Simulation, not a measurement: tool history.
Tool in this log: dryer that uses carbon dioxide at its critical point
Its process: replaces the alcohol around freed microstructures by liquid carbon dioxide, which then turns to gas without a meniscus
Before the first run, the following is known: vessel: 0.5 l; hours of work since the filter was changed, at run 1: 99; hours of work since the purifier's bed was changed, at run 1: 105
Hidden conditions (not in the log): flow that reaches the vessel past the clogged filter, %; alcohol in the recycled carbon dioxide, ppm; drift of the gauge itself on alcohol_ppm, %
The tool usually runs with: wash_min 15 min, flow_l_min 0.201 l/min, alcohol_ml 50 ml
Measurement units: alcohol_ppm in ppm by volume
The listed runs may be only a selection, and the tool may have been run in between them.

run  hour  wash_min  flow_l_min  alcohol_ml  hours of work since the filter was changed  hours of work since the purifier's bed was changed  alcohol_ppm
  1   0.0        15       0.201          50                                          99                                                 105          350
  2  10.0        15       0.201          50                                         102                                                 108          350
  3  17.5        17       0.201          50                                         104                                                 111          183
  4  27.5        15       0.201          49                                         108                                                 114          350
  5  33.3        15       0.339          49                                         109                                                 116           41
  6  39.1        15       0.199          50                                         111                                                 118          379
  7  47.5        22       0.191          50                                         114                                                 120           65
  8  52.5        15       0.318          45                                         116                                                 122           41
  9  59.4        15       0.264          35                                         118                                                 124           60
 10  65.8        13       0.146         108                                         120                                                 126         5951

Below are 4 alternative next runs, each starting from the tool's condition after run 10. Predict each:
  A  70.4        19       0.269          41                                         121                                                 128            ?
  B  70.4         9       0.173          59                                         121                                                 128            ?
  C  70.4        16       0.236         103                                         121                                                 128            ?
  D  70.4        15       0.144          26                                         121                                                 128            ?

run  alcohol_ppm
  A           38
  B         6132
  C          195
  D          926
What these runs would have given with no unlogged condition in the tool:
run  alcohol_ppm
  A            3
  B         5642
  C          134
  D          803

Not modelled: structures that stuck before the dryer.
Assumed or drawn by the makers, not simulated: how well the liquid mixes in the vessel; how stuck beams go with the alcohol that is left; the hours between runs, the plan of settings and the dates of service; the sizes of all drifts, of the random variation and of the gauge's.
